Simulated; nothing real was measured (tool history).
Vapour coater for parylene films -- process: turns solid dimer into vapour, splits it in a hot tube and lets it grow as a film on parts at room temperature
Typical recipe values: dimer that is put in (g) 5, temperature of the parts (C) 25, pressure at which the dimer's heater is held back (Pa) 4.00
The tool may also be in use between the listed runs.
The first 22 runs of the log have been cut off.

| run | day | dimer that is put in (g) | temperature of the parts (C) | pressure at which the dimer's heater is held back (Pa) | hours of work since the trap's valve was overhauled | hours of work since the table's thermometer was calibrated | thickness of the film (um) |
|---|---|---|---|---|---|---|---|
| 23 | 32.279 | 5 | 26 | 4.00 | 442 | 1124 | 1.120 |
|  | 32.604 | trap's valve overhauled |
|  | 33.188 | table's thermometer calibrated |
| 24 | 33.967 | 5 | 26 | 4.00 | 17 | 10 | 1.125 |
| 25 | 35.796 | 5 | 25 | 10.25 | 40 | 33 | 1.105 |
| 26 | 37.392 | 2 | 25 | 2.26 | 61 | 54 | 0.480 |
| 27 | 38.283 | 2 | 25 | 9.46 | 72 | 65 | 0.442 |
| 28 | 39.379 | 4 | 36 | 2.08 | 86 | 79 | 0.678 |
| 29 | 41.279 | 4 | 36 | 2.08 | 111 | 104 | 0.684 |
| 30 | 43.121 | 6 | 29 | 9.54 | 134 | 127 | 1.155 |
| 31 | 44.783 | 5 | 20 | 4.00 | 155 | 148 | 1.347 |
| 32 | 45.667 | 4 | 36 | 4.00 | 167 | 160 | 0.666 |
| 33 | 47.171 | 5 | 28 | 5.59 | 186 | 179 | 1.018 |
| 34 | 48.125 | 5 | 28 | 5.59 | 198 | 191 | 1.025 |
| 35 | 49.879 | 5 | 18 | 2.81 | 221 | 214 | 1.448 |
| 36 | 51.538 | 5 | 18 | 2.81 | 242 | 235 | 1.460 |
| 37 | 52.771 | 5 | 18 | 2.81 | 258 | 251 | 1.460 |
| 38 | 54.554 | 6 | 33 | 7.44 | 280 | 274 | 1.012 |
| 39 | 56.529 | 8 | 30 | 3.33 | 306 | 299 | 1.566 |
| 40 | 58.042 | 8 | 30 | 3.33 | 325 | 318 | 1.571 |
| 41 | 59.767 | 8 | 30 | 3.33 | 347 | 340 | 1.568 |
| 42 | 61.146 | 9 | 36 | 9.44 | 365 | 358 | 1.387 |
| 43 | 62.371 | 8 | 18 | 11.62 | 381 | 374 | 2.121 |
| 44 | 64.379 | 5 | 24 | 3.53 | 406 | 399 | 1.168 |
| 45 | 65.750 | 5 | 24 | 3.53 | 424 | 417 | 1.186 |
| 46 | 66.696 | 8 | 18 | 11.09 | 436 | 429 | 2.125 |

Forecast each of these 5 alternatives for the next run:
|  | 67.533 | trap's valve overhauled |
| A | 67.688 | 2 | 26 | 8.76 | 2 | 439 | ? |
|  | 67.533 | trap's valve overhauled |
| B | 67.688 | 7 | 25 | 4.00 | 2 | 439 | ? |
|  | 67.533 | trap's valve overhauled |
| C | 67.688 | 5 | 19 | 4.00 | 2 | 439 | ? |
|  | 67.533 | trap's valve overhauled |
| D | 67.688 | 5 | 25 | 4.00 | 2 | 439 | ? |
|  | 67.533 | trap's valve overhauled |
| E | 67.688 | 5 | 24 | 10.90 | 2 | 439 | ? |

| run | thickness of the film (um) |
|---|---|
| A | 0.441 |
| B | 1.643 |
| C | 1.419 |
| D | 1.175 |
| E | 1.143 |
The same runs, with their run-to-run variation unchanged, on a tool lacking any hidden condition would have given:
| run | thickness of the film (um) |
|---|---|
| A | 0.435 |
| B | 1.621 |
| C | 1.401 |
| D | 1.160 |
| E | 1.128 |

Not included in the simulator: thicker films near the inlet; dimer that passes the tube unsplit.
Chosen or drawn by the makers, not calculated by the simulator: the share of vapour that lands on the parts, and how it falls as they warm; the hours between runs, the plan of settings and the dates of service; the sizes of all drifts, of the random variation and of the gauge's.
